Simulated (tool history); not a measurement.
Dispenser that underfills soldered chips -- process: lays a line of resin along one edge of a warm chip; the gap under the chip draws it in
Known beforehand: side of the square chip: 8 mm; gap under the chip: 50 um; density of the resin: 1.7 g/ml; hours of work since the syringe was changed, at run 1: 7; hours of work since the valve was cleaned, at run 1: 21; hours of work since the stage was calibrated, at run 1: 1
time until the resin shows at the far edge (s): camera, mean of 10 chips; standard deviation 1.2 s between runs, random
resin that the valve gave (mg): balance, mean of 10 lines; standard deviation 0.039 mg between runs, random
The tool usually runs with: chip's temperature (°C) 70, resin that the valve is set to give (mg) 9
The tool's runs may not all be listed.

run	day	chip's temperature (°C)	resin that the valve is set to give (mg)	hours of work since the syringe was changed	hours of work since the valve was cleaned	hours of work since the stage was calibrated	time until the resin shows at the far edge (s)	resin that the valve gave (mg)
1	0	70	9	7	21	1	150.5	8.86
2	0.138	70	9.09	9	23	3	169.3	9.05
# day 0.254: new syringe of resin
3	0.292	70	8.92	1	26	5	124.5	8.82
4	0.383	70	9	2	27	7	130.8	8.86
5	0.533	70	9	5	30	10	140.6	8.88
6	0.625	63	9	6	31	11	192.9	8.92
7	0.762	63	9	9	34	14	210.2	8.88
8	0.883	63	9	11	36	16	222.5	8.89
# day 0.929: new syringe of resin
9	1.058	63	9	2	39	19	164.7	8.82
10	1.146	70	10.73	4	40	20	136.4	10.54
11	1.338	70	9	7	44	23	154.1	8.79
12	1.454	70	9	9	46	25	166.1	8.75
13	1.575	69	9	11	48	28	187.2	8.74
# day 1.6: new syringe of resin
14	1.679	69	9	1	49	29	125.3	8.77
15	1.804	69	9	4	51	31	141.2	8.79
# day 1.9: dispensing valve cleaned and set on the balance
16	1.992	69	9	6	2	34	149.1	9.03
17	2.079	69	9	8	3	35	159.4	9.06
18	2.267	69	9	11	6	39	181.3	8.97
# day 2.308: new syringe of resin
19	2.417	69	9	2	9	41	132.3	8.94
20	2.529	83	11.61	4	11	43	88.7	11.54
21	2.708	80	10.69	7	14	46	110.4	10.58
22	2.825	80	10.69	9	16	48	119.5	10.54
# day 2.967: new syringe of resin
23	2.975	62	10.54	0	18	51	153.3	10.51

Run 24 has not been measured yet. What should we expect?
24	3.154	58	8.78	3	21	54	?	?

time until the resin shows at the far edge (s): 197.2
resin that the valve gave (mg): 8.7
On a tool with no hidden condition, and with the same random variation, this run would have come out at time until the resin shows at the far edge (s) 178.1, resin that the valve gave (mg) 8.8.
